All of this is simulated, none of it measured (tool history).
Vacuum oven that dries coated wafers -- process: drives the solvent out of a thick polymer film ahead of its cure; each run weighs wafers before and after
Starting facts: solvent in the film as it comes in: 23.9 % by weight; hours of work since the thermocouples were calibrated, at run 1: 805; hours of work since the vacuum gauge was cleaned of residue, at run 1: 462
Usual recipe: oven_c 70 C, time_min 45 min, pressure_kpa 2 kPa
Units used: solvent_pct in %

run    hour  oven_c  time_min  pressure_kpa  hours of work since the thermocouples were calibrated  hours of work since the vacuum gauge was cleaned of residue  solvent_pct
  1       0      70        45             2                                                    805                                                          462         2.82
  2    34.8      70        67             2                                                    822                                                          479         1.61
  3      90      70        45             2                                                    850                                                          507         2.87
  4   144.9      55        45             2                                                    878                                                          535         9.69
  5   200.8      85        45             2                                                    906                                                          563          0.5
  6   241.8      70        45             2                                                    927                                                          584         3.04
  7   280.8      70        45             2                                                    947                                                          603         2.83
  8   331.2      75        45             2                                                    972                                                          629         1.54
  9   371.3      75        45             2                                                    992                                                          649         1.57
 10   428.3      75        45             2                                                   1021                                                          678         1.64
 11   482.4      75        45             2                                                   1049                                                          705         1.61
 12   534.3      75        45             2                                                   1075                                                          731         1.59
 13   595.5      70        29             2                                                   1106                                                          762         5.56
 14   621.9      70        29             2                                                   1119                                                          776          5.4
 15   685.8      70        45             2                                                   1151                                                          808         2.88
 16   741.7      70        45             2                                                   1179                                                          836         2.84
 17   787.9      70        45             2                                                   1203                                                          860         2.89
 18   824.8      70        45             2                                                   1221                                                          878         2.92
 19   880.8      70        45          1.82                                                   1250                                                          906         2.86
 20   936.6      70        45          1.82                                                   1278                                                          935         2.81
 21   972.5      70        45             2                                                   1296                                                          953         2.81
 22  1012.5      70        45             2                                                   1316                                                          973         3.03
 23  1073.5      70        45             2                                                   1347                                                         1004         2.86
 24  1108.4      67        28          6.99                                                   1365                                                         1021         8.63
 25  1165.5      67        28          6.99                                                   1393                                                         1050         8.51
 26  1216.3      67        34          7.62                                                   1419                                                         1076         7.45
 27  1254.6      70        65             2                                                   1438                                                         1095         1.51
 28    1320      84        46             2                                                   1471                                                         1128         0.44
 29    1364      84        46             2                                                   1494                                                         1150          0.5
 30  1404.8      84        46             2                                                   1514                                                         1171          0.5
 31  1447.6      70        45          6.68                                                   1536                                                         1193         4.48
 32  1501.5      70        45          6.68                                                   1563                                                         1220         4.52
 33  1552.4      70        45          6.68                                                   1589                                                         1246         4.59
 34  1609.9      70        45          6.68                                                   1618                                                         1275         4.39
 35  1671.6      70        48             2                                                   1649                                                         1306         2.58
 36  1733.9      81        60          2.89                                                   1681                                                         1337         0.75
 37  1771.9      80        60          1.45                                                   1700                                                         1356         0.38
 38  1833.2      81        30          1.43                                                   1731                                                         1387         1.45
     1858.6  -- oven's thermocouples calibrated
 39  1880.3      71        45          2.02                                                     11                                                         1410          2.6
 40  1916.3      65        31             2                                                     29                                                         1428         7.34
 41  1973.3      61        45             2                                                     58                                                         1457         6.54
 42  2018.5      61        45           4.5                                                     81                                                         1480         7.68
 43  2048.9      61        45           4.5                                                     96                                                         1495         7.78
 44  2112.6      61        45           4.5                                                    128                                                         1528         7.92
 45  2142.9      61        45           4.5                                                    144                                                         1543         7.82

5 ways to go on from here, each from the tool as it stands after run 45. What would each give?
  A  2178.8      70        32             2                                                    162                                                         1561            ?
  B  2178.8      70        35          1.28                                                    162                                                         1561            ?
  C  2178.8      60        75           2.4                                                    162                                                         1561            ?
  D  2178.8      61        23           4.5                                                    162                                                         1561            ?
  E  2178.8      67        27             4                                                    162                                                         1561            ?

run  solvent_pct
  A         4.77
  B         4.04
  C         4.17
  D        11.65
  E         7.77
With the hidden condition removed and each run's random variation left untouched, the same runs would have given:
run  solvent_pct
  A         4.77
  B         4.04
  C         4.17
  D        11.66
  E         7.77
